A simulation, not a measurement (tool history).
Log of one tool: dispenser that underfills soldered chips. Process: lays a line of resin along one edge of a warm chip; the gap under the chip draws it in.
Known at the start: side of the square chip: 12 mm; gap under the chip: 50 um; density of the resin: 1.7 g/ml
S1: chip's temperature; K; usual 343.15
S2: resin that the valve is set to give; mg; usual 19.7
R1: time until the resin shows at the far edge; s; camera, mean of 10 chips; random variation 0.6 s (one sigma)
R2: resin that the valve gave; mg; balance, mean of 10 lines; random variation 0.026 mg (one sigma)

Run 1, hour 0.0: usual settings. Result: R1 66.5 s, R2 19.51 mg.
Run 2, hour 2.9: usual settings. Result: R1 80.3 s, R2 19.54 mg.
At hour 5.8: new syringe of resin.
Run 3, hour 7.0: usual settings. Result: R1 54.9 s, R2 19.51 mg.
Run 4, hour 9.9: usual settings. Result: R1 65.8 s, R2 19.45 mg.
Run 5, hour 12.8: usual settings but S2 18.5 mg. Result: R1 78.2 s, R2 18.23 mg.
At hour 15.8: new syringe of resin.
Run 6, hour 16.3: usual settings but S2 25.2 mg. Result: R1 54.4 s, R2 24.85 mg.
Run 7, hour 18.3: usual settings. Result: R1 61.3 s, R2 19.39 mg.
Run 8, hour 20.8: usual settings. Result: R1 67.8 s, R2 19.38 mg.
Run 9, hour 24.6: usual settings. Result: R1 85.8 s, R2 19.34 mg.
At hour 25.9: new syringe of resin.
Run 10, hour 28.2: usual settings. Result: R1 61.6 s, R2 19.35 mg.
Run 11, hour 30.5: usual settings. Result: R1 69.7 s, R2 19.37 mg.
Run 12, hour 34.9: usual settings. Result: R1 87.8 s, R2 19.31 mg.
At hour 35.9: new syringe of resin.
Run 13, hour 37.9: usual settings but S1 329.15 K. Result: R1 95.4 s, R2 19.31 mg.
Run 14, hour 41.8: usual settings but S1 329.15 K. Result: R1 117.6 s, R2 19.30 mg.
At hour 44.5: dispensing valve cleaned and set on the balance.
Run 15, hour 44.7: usual settings but S1 329.15 K. Result: R1 130.4 s, R2 19.71 mg.
At hour 47.1: new syringe of resin.
Run 16, hour 47.8: usual settings but S1 329.15 K. Result: R1 86.0 s, R2 19.62 mg.
Run 17, hour 51.7: usual settings but S1 329.15 K, S2 22.3 mg. Result: R1 107.2 s, R2 22.16 mg.
Run 18, hour 54.8: usual settings but S1 329.15 K, S2 22.3 mg. Result: R1 128.3 s, R2 22.25 mg.
At hour 57.1: new syringe of resin.
Run 19, hour 58.2: usual settings but S1 329.15 K, S2 22.3 mg. Result: R1 89.0 s, R2 22.19 mg.
Run 20, hour 60.7: usual settings but S1 335.15 K, S2 18.5 mg. Result: R1 85.2 s, R2 18.36 mg.
Run 21, hour 63.7: usual settings but S2 22.0 mg. Result: R1 77.8 s, R2 21.85 mg.
Run 22, hour 65.7: usual settings but S1 342.15 K, S2 23.6 mg. Result: R1 85.4 s, R2 23.39 mg.
At hour 67.0: new syringe of resin.
Run 23, hour 68.7: usual settings but S1 353.15 K, S2 23.7 mg. Result: R1 42.2 s, R2 23.49 mg.
Run 24, hour 71.4: usual settings but S1 353.15 K, S2 23.7 mg. Result: R1 49.4 s, R2 23.45 mg.
Run 25, hour 74.7: usual settings but S1 345.15 K, S2 16.9 mg. Result: R1 79.5 s, R2 16.71 mg.
At hour 77.1: new syringe of resin.
Run 26, hour 78.6: usual settings but S1 345.15 K, S2 16.9 mg. Result: R1 55.0 s, R2 16.72 mg.
Run 27, hour 82.7: usual settings but S1 353.15 K, S2 22.7 mg. Result: R1 52.3 s, R2 22.42 mg.
Run 28, hour 85.4: usual settings but S1 353.15 K, S2 22.7 mg. Result: R1 60.8 s, R2 22.42 mg.
At hour 87.0: new syringe of resin.
Run 29, hour 88.4: usual settings but S1 355.15 K, S2 17.5 mg. Result: R1 41.2 s, R2 17.26 mg.
Run 30, hour 90.4: usual settings but S1 353.15 K, S2 17.4 mg. Result: R1 48.3 s, R2 17.16 mg.
Run 31, hour 92.4: usual settings but S1 353.15 K, S2 17.4 mg. Result: R1 54.1 s, R2 17.12 mg.
Run 32, hour 95.2: usual settings but S2 18.6 mg. Result: R1 83.9 s, R2 18.29 mg.
At hour 97.1: new syringe of resin.
Run 33, hour 98.6: usual settings but S1 345.15 K, S2 23.7 mg. Result: R1 54.5 s, R2 23.33 mg.
Run 34, hour 101.1: usual settings but S1 330.15 K, S2 25.5 mg. Result: R1 101.2 s, R2 25.07 mg.
Run 35, hour 104.3: usual settings but S1 356.15 K, S2 22.7 mg. Result: R1 52.7 s, R2 22.32 mg.

4 ways to go on from here, each from the tool as it stands after run 35. What would each give?
At hour 107.1: new syringe of resin.
Run A, hour 108.3: usual settings but S1 346.15 K, S2 22.7 mg. Result: R1 ?, R2 ?.
At hour 107.1: new syringe of resin.
Run B, hour 108.3: usual settings but S1 342.15 K, S2 22.7 mg. Result: R1 ?, R2 ?.
At hour 107.1: new syringe of resin.
Run C, hour 108.3: usual settings but S1 351.15 K, S2 24.4 mg. Result: R1 ?, R2 ?.
At hour 107.1: new syringe of resin.
Run D, hour 108.3: usual settings but S1 357.15 K. Result: R1 ?, R2 ?.

run    R1     R2
  A  50.2  22.28
  B  56.9  22.24
  C  42.4  24.00
  D  36.1  19.30
Without the tool's hidden state the same runs would have given:
run    R1     R2
  A  46.5  22.72
  B  52.7  22.68
  C  39.3  24.48
  D  33.5  19.68
